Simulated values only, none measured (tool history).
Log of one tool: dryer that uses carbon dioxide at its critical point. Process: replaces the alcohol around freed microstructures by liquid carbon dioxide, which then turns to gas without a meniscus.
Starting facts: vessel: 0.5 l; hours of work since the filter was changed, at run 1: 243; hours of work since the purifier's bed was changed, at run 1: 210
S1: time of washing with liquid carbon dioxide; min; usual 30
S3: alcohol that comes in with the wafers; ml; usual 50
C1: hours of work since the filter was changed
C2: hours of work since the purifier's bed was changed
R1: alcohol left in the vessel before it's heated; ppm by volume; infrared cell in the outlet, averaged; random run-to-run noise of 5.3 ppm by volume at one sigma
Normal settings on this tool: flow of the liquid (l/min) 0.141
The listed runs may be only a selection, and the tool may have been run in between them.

Run 1, hour 0.0: usual settings; C1 243; C2 210. Result: R1 203 ppm by volume.
Run 2, hour 8.1: usual settings; C1 250; C2 216. Result: R1 201 ppm by volume.
Run 3, hour 18.5: usual settings but flow of the liquid (l/min) 0.113; C1 258; C2 224. Result: R1 612 ppm by volume.
Run 4, hour 25.4: usual settings but flow of the liquid (l/min) 0.113; C1 263; C2 230. Result: R1 596 ppm by volume.
Run 5, hour 30.1: usual settings but flow of the liquid (l/min) 0.113; C1 267; C2 234. Result: R1 608 ppm by volume.
Run 6, hour 40.5: usual settings; C1 275; C2 242. Result: R1 199 ppm by volume.
Run 7, hour 50.4: usual settings; C1 283; C2 249. Result: R1 203 ppm by volume.
Run 8, hour 56.5: usual settings but S1 36 min; C1 288; C2 254. Result: R1 114 ppm by volume.
Run 9, hour 61.9: usual settings but S1 36 min; C1 292; C2 258. Result: R1 108 ppm by volume.
Run 10, hour 68.4: usual settings; C1 297; C2 263. Result: R1 215 ppm by volume.
Run 11, hour 78.1: usual settings but flow of the liquid (l/min) 0.169; C1 305; C2 271. Result: R1 115 ppm by volume.
Run 12, hour 85.3: usual settings but flow of the liquid (l/min) 0.169; C1 310; C2 277. Result: R1 111 ppm by volume.
Run 13, hour 95.4: usual settings but flow of the liquid (l/min) 0.169; C1 318; C2 285. Result: R1 118 ppm by volume.
Run 14, hour 104.3: usual settings but flow of the liquid (l/min) 0.120; C1 325; C2 292. Result: R1 493 ppm by volume.
Run 15, hour 113.6: usual settings but flow of the liquid (l/min) 0.120, S3 63 ml; C1 332; C2 299. Result: R1 580 ppm by volume.
Run 16, hour 123.4: usual settings but flow of the liquid (l/min) 0.228, S3 82 ml; C1 340; C2 306. Result: R1 94 ppm by volume.
Run 17, hour 130.2: usual settings but flow of the liquid (l/min) 0.186; C1 345; C2 312. Result: R1 104 ppm by volume.
Run 18, hour 136.3: usual settings but S1 21 min, flow of the liquid (l/min) 0.161, S3 117 ml; C1 350; C2 317. Result: R1 1251 ppm by volume.
Run 19, hour 143.5: usual settings but S1 21 min, flow of the liquid (l/min) 0.161, S3 117 ml; C1 356; C2 322. Result: R1 1251 ppm by volume.
Run 20, hour 151.6: usual settings but S1 43 min, flow of the liquid (l/min) 0.143, S3 57 ml; C1 362; C2 328. Result: R1 117 ppm by volume.
Run 21, hour 160.7: usual settings but S1 40 min, S3 28 ml; C1 369; C2 336. Result: R1 102 ppm by volume.
Run 22, hour 165.3: usual settings but S1 40 min, S3 28 ml; C1 373; C2 339. Result: R1 112 ppm by volume.

Consider 3 possible next runs. They are alternatives, not a sequence: every one starts from the tool as it was left by run 22. What does each give?
Run A, hour 173.2: usual settings but S1 40 min, flow of the liquid (l/min) 0.113, S3 28 ml; C1 379; C2 345. Result: R1 ?.
Run B, hour 173.2: usual settings but S1 40 min, flow of the liquid (l/min) 0.110, S3 95 ml; C1 379; C2 345. Result: R1 ?.
Run C, hour 173.2: usual settings but S1 40 min, flow of the liquid (l/min) 0.185, S3 28 ml; C1 379; C2 345. Result: R1 ?.

run   R1
  A  164
  B  343
  C  105
Without the tool's unlogged condition, the same runs would have read:
run   R1
  A   50
  B  178
  C    9
